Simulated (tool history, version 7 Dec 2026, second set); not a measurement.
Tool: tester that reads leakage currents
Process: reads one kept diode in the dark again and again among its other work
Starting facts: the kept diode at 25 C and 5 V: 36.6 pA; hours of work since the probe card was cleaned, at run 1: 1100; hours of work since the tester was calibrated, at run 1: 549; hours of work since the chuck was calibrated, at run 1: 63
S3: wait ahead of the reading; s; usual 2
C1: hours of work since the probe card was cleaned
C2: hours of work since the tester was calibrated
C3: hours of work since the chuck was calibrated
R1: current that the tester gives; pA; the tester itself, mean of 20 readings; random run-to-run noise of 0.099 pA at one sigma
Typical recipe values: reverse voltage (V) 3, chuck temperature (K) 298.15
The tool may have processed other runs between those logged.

Run 1, day 0: usual settings; C1 1100; C2 549; C3 63. Result: R1 28.46 pA.
Run 2, day 1.946: usual settings; C1 1121; C2 570; C3 84. Result: R1 28.4 pA.
Run 3, day 2.921: usual settings; C1 1131; C2 580; C3 94. Result: R1 28.34 pA.
Run 4, day 4.075: usual settings but reverse voltage (V) 16.19; C1 1143; C2 593; C3 106. Result: R1 71.38 pA.
Run 5, day 5.483: usual settings but reverse voltage (V) 16.19, chuck temperature (K) 317.15; C1 1158; C2 608; C3 121. Result: R1 287.14 pA.
Run 6, day 6.875: usual settings but reverse voltage (V) 16.19, chuck temperature (K) 317.15; C1 1173; C2 622; C3 136. Result: R1 287.85 pA.
Run 7, day 8.338: usual settings but reverse voltage (V) 16.19, chuck temperature (K) 317.15; C1 1189; C2 638; C3 152. Result: R1 286.91 pA.
Run 8, day 9.988: usual settings but reverse voltage (V) 16.19, chuck temperature (K) 317.15; C1 1206; C2 655; C3 169. Result: R1 286.92 pA.
Run 9, day 11.483: usual settings but S3 0.67 s; C1 1222; C2 671; C3 185. Result: R1 29.37 pA.
Run 10, day 13.217: usual settings but S3 0.67 s; C1 1240; C2 689; C3 203. Result: R1 29.42 pA.
Run 11, day 14.917: usual settings but S3 0.67 s; C1 1258; C2 707; C3 221. Result: R1 29.24 pA.
Run 12, day 15.833: usual settings but reverse voltage (V) 5.37; C1 1268; C2 717; C3 231. Result: R1 39.11 pA.
Run 13, day 16.733: usual settings but reverse voltage (V) 5.37; C1 1277; C2 726; C3 240. Result: R1 38.96 pA.
Run 14, day 18.8: usual settings but reverse voltage (V) 5.37; C1 1299; C2 748; C3 262. Result: R1 38.77 pA.
Run 15, day 20.083: usual settings but reverse voltage (V) 5.37; C1 1313; C2 762; C3 276. Result: R1 38.71 pA.
Run 16, day 21.562: usual settings; C1 1328; C2 778; C3 291. Result: R1 28.41 pA.
Run 17, day 23.629: usual settings; C1 1350; C2 799; C3 313. Result: R1 28.45 pA.
Run 18, day 25.008: usual settings; C1 1365; C2 814; C3 328. Result: R1 28.43 pA.
Run 19, day 26.262: usual settings; C1 1378; C2 827; C3 341. Result: R1 28.47 pA.
Run 20, day 28.1: usual settings; C1 1398; C2 847; C3 361. Result: R1 28.55 pA.
Run 21, day 29.958: usual settings but reverse voltage (V) 2.8, S3 9.75 s; C1 1417; C2 866; C3 380. Result: R1 26.97 pA.
Run 22, day 31.204: usual settings but reverse voltage (V) 2.8, S3 9.75 s; C1 1430; C2 880; C3 393. Result: R1 27.11 pA.
Run 23, day 32.654: usual settings but reverse voltage (V) 5.86, chuck temperature (K) 294.15, S3 4.5 s; C1 1446; C2 895; C3 409. Result: R1 29.63 pA.
Run 24, day 33.996: usual settings but S3 0.85 s; C1 1460; C2 909; C3 423. Result: R1 29.11 pA.
Run 25, day 35.712: usual settings but reverse voltage (V) 8.87, chuck temperature (K) 300.15, S3 6.5 s; C1 1478; C2 927; C3 441. Result: R1 58.82 pA.
Run 26, day 36.946: usual settings but reverse voltage (V) 11.25, chuck temperature (K) 311.15; C1 1491; C2 940; C3 454. Result: R1 154.15 pA.
Run 27, day 38.183: usual settings but reverse voltage (V) 2.34, chuck temperature (K) 326.15, S3 4.81 s; C1 1504; C2 953; C3 467. Result: R1 189.12 pA.
Run 28, day 39.721: usual settings but chuck temperature (K) 300.15; C1 1521; C2 970; C3 484. Result: R1 33.24 pA.
Run 29, day 40.833: usual settings but reverse voltage (V) 1.52, chuck temperature (K) 302.15, S3 6.29 s; C1 1532; C2 981; C3 495. Result: R1 26.73 pA.
Run 30, day 41.808: usual settings but reverse voltage (V) 3.53, chuck temperature (K) 321.15, S3 1.46 s; C1 1543; C2 992; C3 506. Result: R1 169.12 pA.
Run 31, day 43.417: usual settings but reverse voltage (V) 13.6, chuck temperature (K) 321.15, S3 2.48 s; C1 1560; C2 1009; C3 523. Result: R1 344.18 pA.
Run 32, day 45.158: usual settings but reverse voltage (V) 19.04, chuck temperature (K) 299.15, S3 2.67 s; C1 1578; C2 1027; C3 541. Result: R1 83.45 pA.
Run 33, day 46.558: usual settings but reverse voltage (V) 15.91, chuck temperature (K) 303.15, S3 8.23 s; C1 1593; C2 1042; C3 556. Result: R1 101.36 pA.
Run 34, day 47.775: usual settings but reverse voltage (V) 15.91, chuck temperature (K) 303.15, S3 8.23 s; C1 1606; C2 1055; C3 569. Result: R1 101.64 pA.
Run 35, day 49.421: usual settings but reverse voltage (V) 2.15, chuck temperature (K) 303.15, S3 8.23 s; C1 1623; C2 1072; C3 586. Result: R1 34.72 pA.
Run 36, day 50.679: usual settings but chuck temperature (K) 328.15, S3 1.11 s; C1 1636; C2 1086; C3 599. Result: R1 247.68 pA.
Run 37, day 52.346: usual settings but reverse voltage (V) 1.79, chuck temperature (K) 296.15; C1 1654; C2 1103; C3 617. Result: R1 18.39 pA.
Run 38, day 53.925: usual settings but reverse voltage (V) 11.22, chuck temperature (K) 299.15, S3 0.54 s; C1 1671; C2 1120; C3 634. Result: R1 67.62 pA.
Run 39, day 55.142: usual settings but reverse voltage (V) 11.62, chuck temperature (K) 312.15, S3 4.4 s; C1 1684; C2 1133; C3 647. Result: R1 168.11 pA.

Pick out some run-to-run changes in R1. Of each, how much would a tool without hidden state show as well, from the settings, what came in and chance, and how much is left for the hidden state and any gauge scatter not in both results compared?
Hidden conditions of the tool in this case: stray current of the dirty probe card, pA a volt; current scale over the true one, %; true chuck temperature over the reading, C; drift of the gauge itself on leakage_pa, %.
Run 8 -> 9: reverse voltage (V) 16.19 -> 3, chuck temperature (K) 317.15 -> 298.15, S3 2 -> 0.67. R1 -257.55 pA: hidden state -0.11, all else -257.44.
Run 30 -> 31: reverse voltage (V) 3.53 -> 13.6, S3 1.46 -> 2.48. R1 +175.06 pA: hidden state +0.13, all else +174.93.
Run 31 -> 32: reverse voltage (V) 13.6 -> 19.04, chuck temperature (K) 321.15 -> 299.15, S3 2.48 -> 2.67. R1 -260.73 pA: hidden state +0.02, all else -260.75.
Run 34 -> 35: reverse voltage (V) 15.91 -> 2.15. R1 -66.92 pA: hidden state -0.14, all else -66.78.
Run 36 -> 37: reverse voltage (V) 3 -> 1.79, chuck temperature (K) 328.15 -> 296.15, S3 1.11 -> 2. R1 -229.29 pA: hidden state -0.04, all else -229.25.

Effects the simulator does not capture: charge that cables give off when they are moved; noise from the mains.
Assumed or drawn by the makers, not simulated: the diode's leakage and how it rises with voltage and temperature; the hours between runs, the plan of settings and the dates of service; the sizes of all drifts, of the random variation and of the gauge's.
